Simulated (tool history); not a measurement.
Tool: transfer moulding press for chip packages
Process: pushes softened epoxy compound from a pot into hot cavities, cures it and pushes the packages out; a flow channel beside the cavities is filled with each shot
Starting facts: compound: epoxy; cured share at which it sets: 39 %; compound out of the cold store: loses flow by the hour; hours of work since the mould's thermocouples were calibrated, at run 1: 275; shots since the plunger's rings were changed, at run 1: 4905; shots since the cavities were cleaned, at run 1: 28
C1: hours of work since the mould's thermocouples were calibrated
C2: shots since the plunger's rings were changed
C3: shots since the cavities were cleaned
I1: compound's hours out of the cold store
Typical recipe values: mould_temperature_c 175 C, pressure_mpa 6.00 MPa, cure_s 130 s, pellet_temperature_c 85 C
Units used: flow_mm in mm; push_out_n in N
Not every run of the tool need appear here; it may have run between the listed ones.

{"run": 1, "hour": 0.0, "mould_temperature_c": 175, "pressure_mpa": 6.0, "cure_s": 130, "pellet_temperature_c": 85, "C1": 275, "C2": 4905, "C3": 28, "I1": 36.4, "flow_mm": 828, "push_out_n": 419}
{"run": 2, "hour": 7.1, "mould_temperature_c": 175, "pressure_mpa": 6.0, "cure_s": 130, "pellet_temperature_c": 85, "C1": 280, "C2": 4976, "C3": 99, "I1": 14.4, "flow_mm": 914, "push_out_n": 467}
{"run": 3, "hour": 15.2, "mould_temperature_c": 175, "pressure_mpa": 6.0, "cure_s": 130, "pellet_temperature_c": 85, "C1": 285, "C2": 5056, "C3": 179, "I1": 24.7, "flow_mm": 859, "push_out_n": 484}
{"run": 4, "hour": 24.8, "mould_temperature_c": 175, "pressure_mpa": 7.29, "cure_s": 130, "pellet_temperature_c": 85, "C1": 292, "C2": 5151, "C3": 274, "I1": 25.7, "flow_mm": 958, "push_out_n": 524}
{"run": 5, "hour": 31.0, "mould_temperature_c": 167, "pressure_mpa": 6.0, "cure_s": 130, "pellet_temperature_c": 85, "C1": 296, "C2": 5213, "C3": 336, "I1": 23.1, "flow_mm": 891, "push_out_n": 943}
{"hour": 39.6, "done": "cavities cleaned with cleaning compound and waxed"}
{"run": 6, "hour": 43.8, "mould_temperature_c": 167, "pressure_mpa": 6.0, "cure_s": 130, "pellet_temperature_c": 85, "C1": 304, "C2": 5325, "C3": 42, "I1": 33.7, "flow_mm": 841, "push_out_n": 1047}
{"run": 7, "hour": 50.1, "mould_temperature_c": 167, "pressure_mpa": 6.0, "cure_s": 130, "pellet_temperature_c": 85, "C1": 308, "C2": 5388, "C3": 105, "I1": 41.7, "flow_mm": 818, "push_out_n": 1048}
{"run": 8, "hour": 60.0, "mould_temperature_c": 175, "pressure_mpa": 6.0, "cure_s": 130, "pellet_temperature_c": 85, "C1": 315, "C2": 5486, "C3": 203, "I1": 29.2, "flow_mm": 849, "push_out_n": 671}
{"hour": 67.1, "done": "plunger's sealing rings changed"}
{"run": 9, "hour": 68.5, "mould_temperature_c": 175, "pressure_mpa": 6.0, "cure_s": 121, "pellet_temperature_c": 85, "C1": 319, "C2": 13, "C3": 262, "I1": 10.3, "flow_mm": 1008, "push_out_n": 796}
{"run": 10, "hour": 78.9, "mould_temperature_c": 168, "pressure_mpa": 6.0, "cure_s": 130, "pellet_temperature_c": 85, "C1": 326, "C2": 117, "C3": 366, "I1": 45.5, "flow_mm": 883, "push_out_n": 1026}
{"hour": 83.9, "done": "cavities cleaned with cleaning compound and waxed"}
{"run": 11, "hour": 90.8, "mould_temperature_c": 168, "pressure_mpa": 6.0, "cure_s": 130, "pellet_temperature_c": 85, "C1": 333, "C2": 220, "C3": 68, "I1": 28.3, "flow_mm": 936, "push_out_n": 674}
{"run": 12, "hour": 96.6, "mould_temperature_c": 168, "pressure_mpa": 6.0, "cure_s": 130, "pellet_temperature_c": 85, "C1": 337, "C2": 278, "C3": 126, "I1": 32.6, "flow_mm": 920, "push_out_n": 706}
{"hour": 103.6, "done": "cavities cleaned with cleaning compound and waxed, once more"}
{"run": 13, "hour": 103.6, "mould_temperature_c": 168, "pressure_mpa": 6.0, "cure_s": 130, "pellet_temperature_c": 85, "C1": 340, "C2": 332, "C3": 0, "I1": 18.9, "flow_mm": 976, "push_out_n": 618}
{"run": 14, "hour": 113.1, "mould_temperature_c": 168, "pressure_mpa": 6.0, "cure_s": 130, "pellet_temperature_c": 85, "C1": 347, "C2": 427, "C3": 95, "I1": 8.7, "flow_mm": 1023, "push_out_n": 725}
{"run": 15, "hour": 125.3, "mould_temperature_c": 180, "pressure_mpa": 6.0, "cure_s": 130, "pellet_temperature_c": 85, "C1": 355, "C2": 548, "C3": 216, "I1": 30.9, "flow_mm": 897, "push_out_n": 434}
{"run": 16, "hour": 133.0, "mould_temperature_c": 175, "pressure_mpa": 5.37, "cure_s": 130, "pellet_temperature_c": 85, "C1": 360, "C2": 624, "C3": 292, "I1": 10.2, "flow_mm": 934, "push_out_n": 548}
{"hour": 145.6, "done": "cavities cleaned with cleaning compound and waxed"}
{"run": 17, "hour": 147.1, "mould_temperature_c": 173, "pressure_mpa": 6.2, "cure_s": 143, "pellet_temperature_c": 85, "C1": 369, "C2": 749, "C3": 15, "I1": 46.9, "flow_mm": 873, "push_out_n": 387}
{"run": 18, "hour": 155.4, "mould_temperature_c": 173, "pressure_mpa": 6.19, "cure_s": 136, "pellet_temperature_c": 78, "C1": 374, "C2": 831, "C3": 97, "I1": 39.2, "flow_mm": 906, "push_out_n": 466}
{"run": 19, "hour": 163.7, "mould_temperature_c": 173, "pressure_mpa": 6.19, "cure_s": 136, "pellet_temperature_c": 78, "C1": 380, "C2": 914, "C3": 180, "I1": 42.0, "flow_mm": 880, "push_out_n": 503}
{"run": 20, "hour": 172.3, "mould_temperature_c": 182, "pressure_mpa": 6.19, "cure_s": 157, "pellet_temperature_c": 78, "C1": 386, "C2": 1000, "C3": 266, "I1": 19.7, "flow_mm": 951, "push_out_n": 412}
{"run": 21, "hour": 183.9, "mould_temperature_c": 182, "pressure_mpa": 6.19, "cure_s": 144, "pellet_temperature_c": 78, "C1": 394, "C2": 1114, "C3": 380, "I1": 19.5, "flow_mm": 930, "push_out_n": 462}
{"hour": 187.7, "done": "cavities cleaned with cleaning compound and waxed"}
{"run": 22, "hour": 198.4, "mould_temperature_c": 175, "pressure_mpa": 5.39, "cure_s": 124, "pellet_temperature_c": 85, "C1": 403, "C2": 1244, "C3": 107, "I1": 32.3, "flow_mm": 856, "push_out_n": 506}
{"run": 23, "hour": 205.5, "mould_temperature_c": 175, "pressure_mpa": 6.7, "cure_s": 124, "pellet_temperature_c": 93, "C1": 407, "C2": 1315, "C3": 178, "I1": 31.6, "flow_mm": 955, "push_out_n": 510}
{"run": 24, "hour": 212.8, "mould_temperature_c": 171, "pressure_mpa": 6.7, "cure_s": 124, "pellet_temperature_c": 95, "C1": 412, "C2": 1387, "C3": 250, "I1": 25.2, "flow_mm": 982, "push_out_n": 725}
{"run": 25, "hour": 220.7, "mould_temperature_c": 175, "pressure_mpa": 4.65, "cure_s": 130, "pellet_temperature_c": 79, "C1": 418, "C2": 1465, "C3": 328, "I1": 34.8, "flow_mm": 786, "push_out_n": 584}
{"hour": 229.7, "done": "cavities cleaned with cleaning compound and waxed"}
{"run": 26, "hour": 229.7, "mould_temperature_c": 180, "pressure_mpa": 6.14, "cure_s": 146, "pellet_temperature_c": 85, "C1": 423, "C2": 1540, "C3": 0, "I1": 24.1, "flow_mm": 922, "push_out_n": 333}
{"run": 27, "hour": 242.8, "mould_temperature_c": 180, "pressure_mpa": 6.14, "cure_s": 146, "pellet_temperature_c": 85, "C1": 432, "C2": 1670, "C3": 130, "I1": 17.4, "flow_mm": 946, "push_out_n": 386}

Predict each of these 4 candidate next runs independently; none follows another, all start after run 27:
{"run": "A", "hour": 255.2, "mould_temperature_c": 180, "pressure_mpa": 6.14, "cure_s": 146, "pellet_temperature_c": 75, "C1": 440, "C2": 1793, "C3": 253, "I1": 18.1, "flow_mm": "?", "push_out_n": "?"}
{"run": "B", "hour": 255.2, "mould_temperature_c": 180, "pressure_mpa": 5.87, "cure_s": 146, "pellet_temperature_c": 94, "C1": 440, "C2": 1793, "C3": 253, "I1": 39.8, "flow_mm": "?", "push_out_n": "?"}
{"run": "C", "hour": 255.2, "mould_temperature_c": 180, "pressure_mpa": 6.14, "cure_s": 125, "pellet_temperature_c": 77, "C1": 440, "C2": 1793, "C3": 253, "I1": 17.6, "flow_mm": "?", "push_out_n": "?"}
{"run": "D", "hour": 255.2, "mould_temperature_c": 175, "pressure_mpa": 5.51, "cure_s": 130, "pellet_temperature_c": 84, "C1": 440, "C2": 1793, "C3": 253, "I1": 13.8, "flow_mm": "?", "push_out_n": "?"}

run=A flow_mm=941 push_out_n=424
run=B flow_mm=842 push_out_n=407
run=C flow_mm=938 push_out_n=475
run=D flow_mm=933 push_out_n=530
With no hidden state in the tool, these same runs would have given:
run=A flow_mm=968 push_out_n=319
run=B flow_mm=866 push_out_n=306
run=C flow_mm=965 push_out_n=350
run=D flow_mm=959 push_out_n=384
